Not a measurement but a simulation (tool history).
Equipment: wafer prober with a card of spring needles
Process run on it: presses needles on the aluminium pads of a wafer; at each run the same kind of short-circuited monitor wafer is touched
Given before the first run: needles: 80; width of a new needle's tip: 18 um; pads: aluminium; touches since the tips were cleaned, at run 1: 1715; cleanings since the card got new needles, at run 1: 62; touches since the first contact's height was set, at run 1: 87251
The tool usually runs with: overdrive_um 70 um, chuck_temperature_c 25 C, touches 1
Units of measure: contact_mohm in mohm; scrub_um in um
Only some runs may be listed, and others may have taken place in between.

run	hour	overdrive_um	chuck_temperature_c	touches	touches since the tips were cleaned	cleanings since the card got new needles	touches since the first contact's height was set	contact_mohm	scrub_um
1	0.0	70	25	1	1715	62	87251	297	11.20
# hour 12.0: tips cleaned on abrasive film
# hour 31.3: tips cleaned on abrasive film
# hour 51.3: tips cleaned on abrasive film
# hour 70.7: tips cleaned on abrasive film
2	76.5	70	25	1	1554	66	107453	300	11.13
# hour 88.6: tips cleaned on abrasive film
# hour 104.6: tips cleaned on abrasive film
3	117.8	70	25	2	3522	68	118367	298	11.06
# hour 121.9: tips cleaned on abrasive film
# hour 137.9: tips cleaned on abrasive film
# hour 157.9: tips cleaned on abrasive film
# hour 177.5: tips cleaned on abrasive film
4	187.4	70	25	2	2624	72	136730	268	11.14
# hour 195.0: tips cleaned on abrasive film
# hour 214.4: tips cleaned on abrasive film
5	221.4	70	25	1	1859	74	145692	323	11.07
# hour 233.4: tips cleaned on abrasive film
# hour 249.5: tips cleaned on abrasive film
# hour 265.5: tips cleaned on abrasive film
# hour 281.7: tips cleaned on abrasive film
6	281.7	70	25	1	0	78	161589	158	11.00
# hour 301.2: tips cleaned on abrasive film
# hour 321.2: tips cleaned on abrasive film
# hour 341.2: tips cleaned on abrasive film
7	342.8	70	25	1	414	81	177718	217	11.00
# hour 358.2: tips cleaned on abrasive film
# hour 377.4: tips cleaned on abrasive film
8	380.5	70	25	1	814	83	187665	231	10.96
# hour 396.2: tips cleaned on abrasive film
# hour 408.5: height of the first contact set anew
# hour 412.6: tips cleaned on abrasive film
9	418.4	70	25	1	1563	85	2619	296	11.35
# hour 430.5: tips cleaned on abrasive film
# hour 449.5: tips cleaned on abrasive film
# hour 469.3: tips cleaned on abrasive film
10	469.7	70	25	1	106	88	16155	159	11.32
# hour 485.8: tips cleaned on abrasive film
# hour 501.8: tips cleaned on abrasive film
# hour 517.8: tips cleaned on abrasive film
# hour 533.8: tips cleaned on abrasive film
# hour 550.4: tips cleaned on abrasive film
11	550.4	70	25	1	0	93	37415	148	11.26
# hour 569.4: tips cleaned on abrasive film
# hour 589.1: tips cleaned on abrasive film
12	592.5	70	25	1	897	95	48553	256	11.27
# hour 607.4: tips cleaned on abrasive film
# hour 623.4: tips cleaned on abrasive film
# hour 639.4: tips cleaned on abrasive film
# hour 659.4: tips cleaned on abrasive film
13	663.7	70	25	1	1131	99	67334	288	11.17
# hour 675.7: tips cleaned on abrasive film
# hour 691.7: tips cleaned on abrasive film
14	707.5	70	25	1	4176	101	78904	443	11.19
# hour 711.6: tips cleaned on abrasive film
# hour 727.6: tips cleaned on abrasive film
# hour 747.1: tips cleaned on abrasive film
# hour 766.3: tips cleaned on abrasive film
# hour 782.3: tips cleaned on abrasive film
15	786.4	56	25	1	1099	106	99723	351	8.87
# hour 798.4: tips cleaned on abrasive film
# hour 818.2: tips cleaned on abrasive film
# hour 838.2: tips cleaned on abrasive film
16	838.2	79	25	2	0	109	113375	140	12.52
# hour 857.6: tips cleaned on abrasive film
# hour 874.0: tips cleaned on abrasive film
17	874.0	78	117	2	0	111	122824	160	12.46
# hour 894.0: tips cleaned on abrasive film
# hour 913.2: tips cleaned on abrasive film
# hour 932.7: tips cleaned on abrasive film
18	940.3	78	117	2	2042	114	140361	233	12.33
# hour 952.0: tips cleaned on abrasive film
# hour 971.7: tips cleaned on abrasive film
19	975.8	52	82	1	1087	116	149708	374	8.15
# hour 987.9: tips cleaned on abrasive film
# hour 1007.7: tips cleaned on abrasive film
20	1021.1	70	87	1	3571	118	161692	449	10.99
# hour 1025.2: tips cleaned on abrasive film
# hour 1041.2: tips cleaned on abrasive film
# hour 1057.2: tips cleaned on abrasive film
21	1058.4	52	83	1	319	121	171516	272	8.02
# hour 1074.3: tips cleaned on abrasive film
# hour 1090.3: tips cleaned on abrasive film
# hour 1110.3: tips cleaned on abrasive film
22	1112.4	70	51	1	554	124	185751	234	10.97
# hour 1128.3: tips cleaned on abrasive film
# hour 1147.6: tips cleaned on abrasive film
# hour 1147.9: height of the first contact set anew
# hour 1166.9: tips cleaned on abrasive film
23	1180.1	88	41	1	3514	127	8536	327	14.24
# hour 1184.0: tips cleaned on abrasive film
# hour 1200.0: tips cleaned on abrasive film
# hour 1216.0: tips cleaned on abrasive film
24	1222.1	76	55	2	1601	130	19590	220	12.33
# hour 1234.1: tips cleaned on abrasive film
# hour 1250.1: tips cleaned on abrasive film
25	1256.8	76	55	2	1775	132	28757	234	12.35
# hour 1268.9: tips cleaned on abrasive film
# hour 1288.4: tips cleaned on abrasive film
# hour 1308.4: tips cleaned on abrasive film
# hour 1324.9: tips cleaned on abrasive film
26	1324.9	51	55	2	0	136	46713	158	8.14
# hour 1340.9: tips cleaned on abrasive film
# hour 1356.9: tips cleaned on abrasive film
# hour 1374.6: tips cleaned on abrasive film
27	1374.6	80	105	2	0	139	59830	151	12.83

Branching from run 27: 3 alternative next runs. What would each branch give?
# hour 1394.3: tips cleaned on abrasive film
# hour 1410.4: tips cleaned on abrasive film
# hour 1430.2: tips cleaned on abrasive film
# hour 1446.2: tips cleaned on abrasive film
A	1455.8	80	43	3	2532	143	81264	?	?
# hour 1394.3: tips cleaned on abrasive film
# hour 1410.4: tips cleaned on abrasive film
# hour 1430.2: tips cleaned on abrasive film
# hour 1446.2: tips cleaned on abrasive film
B	1455.8	63	37	2	2532	143	81264	?	?
# hour 1394.3: tips cleaned on abrasive film
# hour 1410.4: tips cleaned on abrasive film
# hour 1430.2: tips cleaned on abrasive film
# hour 1446.2: tips cleaned on abrasive film
C	1455.8	70	42	1	2532	143	81264	?	?

run	contact_mohm	scrub_um
A	203	12.88
B	324	10.08
C	393	11.14
Stripped of hidden state, with their random variation kept, the same runs would have yielded:
run	contact_mohm	scrub_um
A	129	13.06
B	131	10.26
C	132	11.32
